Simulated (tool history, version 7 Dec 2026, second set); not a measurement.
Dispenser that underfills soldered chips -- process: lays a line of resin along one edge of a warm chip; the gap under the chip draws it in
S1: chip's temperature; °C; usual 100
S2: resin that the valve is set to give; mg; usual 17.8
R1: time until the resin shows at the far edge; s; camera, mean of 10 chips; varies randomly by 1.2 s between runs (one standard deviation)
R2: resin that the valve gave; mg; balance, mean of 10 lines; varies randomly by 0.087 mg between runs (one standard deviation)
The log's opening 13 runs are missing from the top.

{"hour": 58.8, "done": "new syringe of resin"}
{"run": 14, "hour": 62.7, "S1": 108, "S2": 17.8, "R1": 108.7, "R2": 16.57}
{"run": 15, "hour": 66.0, "S1": 108, "S2": 17.8, "R1": 125.3, "R2": 16.49}
{"hour": 69.5, "done": "new syringe of resin"}
{"run": 16, "hour": 70.1, "S1": 108, "S2": 17.8, "R1": 92.2, "R2": 16.53}
{"run": 17, "hour": 76.0, "S1": 108, "S2": 17.8, "R1": 121.5, "R2": 16.49}
{"hour": 78.4, "done": "dispensing valve cleaned and set on the balance"}
{"hour": 81.4, "done": "new syringe of resin"}
{"run": 18, "hour": 82.0, "S1": 108, "S2": 17.8, "R1": 93.7, "R2": 17.7}
{"run": 19, "hour": 87.3, "S1": 112, "S2": 21.3, "R1": 99.2, "R2": 20.99}
{"hour": 92.3, "done": "new syringe of resin"}
{"run": 20, "hour": 92.5, "S1": 89, "S2": 19.2, "R1": 193.2, "R2": 19.12}
{"run": 21, "hour": 98.7, "S1": 100, "S2": 22.1, "R1": 161.8, "R2": 21.64}
{"hour": 102.9, "done": "new syringe of resin"}
{"run": 22, "hour": 103.4, "S1": 90, "S2": 20.2, "R1": 194.4, "R2": 19.93}
{"run": 23, "hour": 109.4, "S1": 90, "S2": 20.2, "R1": 262.6, "R2": 19.87}
{"run": 24, "hour": 112.0, "S1": 90, "S2": 20.2, "R1": 293.4, "R2": 19.76}
{"hour": 113.5, "done": "new syringe of resin"}
{"run": 25, "hour": 115.2, "S1": 90, "S2": 20.2, "R1": 200.6, "R2": 19.78}
{"run": 26, "hour": 118.0, "S1": 90, "S2": 20.2, "R1": 230.1, "R2": 19.9}
{"run": 27, "hour": 121.5, "S1": 94, "S2": 19.9, "R1": 228.5, "R2": 19.53}
{"hour": 124.2, "done": "new syringe of resin"}
{"run": 28, "hour": 124.9, "S1": 94, "S2": 19.9, "R1": 165.9, "R2": 19.4}
{"run": 29, "hour": 127.7, "S1": 94, "S2": 19.9, "R1": 185.5, "R2": 19.42}
{"run": 30, "hour": 130.2, "S1": 90, "S2": 20.3, "R1": 249.8, "R2": 19.7}
{"run": 31, "hour": 133.0, "S1": 90, "S2": 20.3, "R1": 285.3, "R2": 19.59}
{"hour": 134.7, "done": "new syringe of resin"}
{"run": 32, "hour": 137.0, "S1": 90, "S2": 20.3, "R1": 213.0, "R2": 19.68}
{"run": 33, "hour": 139.7, "S1": 90, "S2": 20.3, "R1": 236.6, "R2": 19.64}
{"run": 34, "hour": 144.1, "S1": 95, "S2": 15.3, "R1": 257.8, "R2": 14.79}
{"hour": 145.2, "done": "new syringe of resin"}
{"run": 35, "hour": 147.2, "S1": 95, "S2": 15.3, "R1": 178.2, "R2": 14.81}

Each row is a separate what-if for the run after 35, all from the same tool condition, not one after another. Results?
{"run": "A", "hour": 150.7, "S1": 101, "S2": 16.5, "R1": "?", "R2": "?"}
{"run": "B", "hour": 150.7, "S1": 93, "S2": 18.4, "R1": "?", "R2": "?"}
{"run": "C", "hour": 150.7, "S1": 99, "S2": 16.4, "R1": "?", "R2": "?"}

run=A R1=161.7 R2=15.83
run=B R1=217.8 R2=17.68
run=C R1=170.9 R2=15.77
With no hidden state in the tool, these same runs would have given:
run=A R1=121.3 R2=16.46
run=B R1=163.5 R2=18.38
run=C R1=127.9 R2=16.40

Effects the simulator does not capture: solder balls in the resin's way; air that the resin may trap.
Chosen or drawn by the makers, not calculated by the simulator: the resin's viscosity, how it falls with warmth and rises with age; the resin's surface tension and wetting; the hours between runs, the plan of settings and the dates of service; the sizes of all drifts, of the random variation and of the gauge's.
